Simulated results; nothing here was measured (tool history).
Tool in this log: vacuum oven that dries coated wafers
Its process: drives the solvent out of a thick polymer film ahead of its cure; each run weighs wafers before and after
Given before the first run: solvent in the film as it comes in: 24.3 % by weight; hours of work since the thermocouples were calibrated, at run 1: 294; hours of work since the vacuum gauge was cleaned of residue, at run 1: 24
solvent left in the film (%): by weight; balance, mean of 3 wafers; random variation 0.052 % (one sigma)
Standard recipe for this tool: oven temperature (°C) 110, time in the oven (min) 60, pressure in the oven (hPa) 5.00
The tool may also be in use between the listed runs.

run,hour,oven temperature (°C),time in the oven (min),pressure in the oven (hPa),hours of work since the thermocouples were calibrated,hours of work since the vacuum gauge was cleaned of residue,solvent left in the film (%)
1,0.0,110,60,5.00,294,24,1.31
2,69.0,110,60,5.00,342,72,1.36
3,119.3,110,60,5.00,377,107,1.38
4,214.9,110,60,5.00,443,173,1.35
5,269.6,110,60,5.00,481,211,1.39
6,336.1,110,64,5.00,527,257,1.29
7,428.3,110,105,8.62,591,321,0.70
8,489.4,109,92,12.34,633,363,1.22
9,598.3,109,92,12.34,709,439,1.23
10,646.8,109,92,12.34,742,473,1.24
11,724.8,109,87,13.32,797,527,1.45
12,791.8,123,50,17.72,843,573,0.93

Predict each of these 3 candidate next runs independently; none follows another, all start after run 12:
A,901.7,103,84,13.56,919,649,?
B,901.7,116,60,5.00,919,649,?
C,901.7,110,30,6.59,919,649,?

run,solvent left in the film (%)
A,2.87
B,0.68
C,5.52
Without the tool's unlogged condition, the same runs would have read:
run,solvent left in the film (%)
A,2.63
B,0.58
C,5.21

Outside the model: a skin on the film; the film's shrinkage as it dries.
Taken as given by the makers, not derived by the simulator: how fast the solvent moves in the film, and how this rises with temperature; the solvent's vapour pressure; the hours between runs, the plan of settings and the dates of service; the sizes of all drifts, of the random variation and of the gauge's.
